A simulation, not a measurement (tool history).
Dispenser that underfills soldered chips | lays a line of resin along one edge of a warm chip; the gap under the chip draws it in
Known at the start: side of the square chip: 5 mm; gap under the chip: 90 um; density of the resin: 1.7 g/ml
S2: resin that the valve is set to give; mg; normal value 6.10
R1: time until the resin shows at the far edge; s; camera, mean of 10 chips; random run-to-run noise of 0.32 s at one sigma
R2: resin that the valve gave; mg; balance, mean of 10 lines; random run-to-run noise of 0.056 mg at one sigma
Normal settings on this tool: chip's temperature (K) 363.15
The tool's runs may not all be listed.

{"run": 1, "hour": 0.0, "chip's temperature (K)": 363.15, "S2": 6.1, "R1": 13.4, "R2": 5.96}
{"hour": 4.4, "done": "new syringe of resin"}
{"run": 2, "hour": 6.2, "chip's temperature (K)": 353.15, "S2": 6.1, "R1": 19.0, "R2": 6.05}
{"hour": 13.3, "done": "new syringe of resin"}
{"run": 3, "hour": 13.3, "chip's temperature (K)": 353.15, "S2": 6.1, "R1": 17.0, "R2": 5.97}
{"run": 4, "hour": 19.0, "chip's temperature (K)": 353.15, "S2": 6.1, "R1": 24.3, "R2": 5.91}
{"hour": 22.1, "done": "new syringe of resin"}
{"run": 5, "hour": 25.8, "chip's temperature (K)": 353.15, "S2": 6.1, "R1": 21.2, "R2": 5.89}
{"hour": 30.8, "done": "new syringe of resin"}
{"run": 6, "hour": 32.8, "chip's temperature (K)": 353.15, "S2": 5.99, "R1": 19.7, "R2": 5.88}
{"run": 7, "hour": 36.8, "chip's temperature (K)": 353.15, "S2": 5.99, "R1": 23.7, "R2": 5.89}
{"hour": 39.7, "done": "new syringe of resin"}
{"run": 8, "hour": 45.4, "chip's temperature (K)": 353.15, "S2": 5.99, "R1": 23.3, "R2": 5.72}
{"hour": 48.4, "done": "new syringe of resin"}
{"run": 9, "hour": 50.2, "chip's temperature (K)": 372.15, "S2": 6.28, "R1": 7.5, "R2": 6.08}
{"hour": 57.1, "done": "new syringe of resin"}
{"run": 10, "hour": 58.3, "chip's temperature (K)": 372.15, "S2": 6.28, "R1": 7.1, "R2": 6.12}
{"run": 11, "hour": 64.8, "chip's temperature (K)": 349.15, "S2": 6.14, "R1": 31.2, "R2": 5.92}
{"hour": 65.9, "done": "new syringe of resin"}
{"run": 12, "hour": 71.1, "chip's temperature (K)": 349.15, "S2": 6.14, "R1": 28.2, "R2": 5.94}
{"hour": 74.5, "done": "new syringe of resin"}
{"run": 13, "hour": 78.0, "chip's temperature (K)": 349.15, "S2": 6.14, "R1": 25.3, "R2": 5.99}
{"hour": 83.5, "done": "new syringe of resin"}
{"run": 14, "hour": 85.5, "chip's temperature (K)": 350.15, "S2": 7.12, "R1": 21.7, "R2": 6.87}

3 options for the next run, each taken on its own from the tool as it stands now. Forecast them:
{"run": "A", "hour": 89.3, "chip's temperature (K)": 365.15, "S2": 6.56, "R1": "?", "R2": "?"}
{"run": "B", "hour": 89.3, "chip's temperature (K)": 352.15, "S2": 6.54, "R1": "?", "R2": "?"}
{"run": "C", "hour": 89.3, "chip's temperature (K)": 356.15, "S2": 6.92, "R1": "?", "R2": "?"}

run=A R1=13.6 R2=6.26
run=B R1=24.4 R2=6.32
run=C R1=19.5 R2=6.61
With the hidden condition removed and each run's random variation left untouched, the same runs would have given:
run=A R1=10.1 R2=6.55
run=B R1=18.0 R2=6.61
run=C R1=14.4 R2=6.92

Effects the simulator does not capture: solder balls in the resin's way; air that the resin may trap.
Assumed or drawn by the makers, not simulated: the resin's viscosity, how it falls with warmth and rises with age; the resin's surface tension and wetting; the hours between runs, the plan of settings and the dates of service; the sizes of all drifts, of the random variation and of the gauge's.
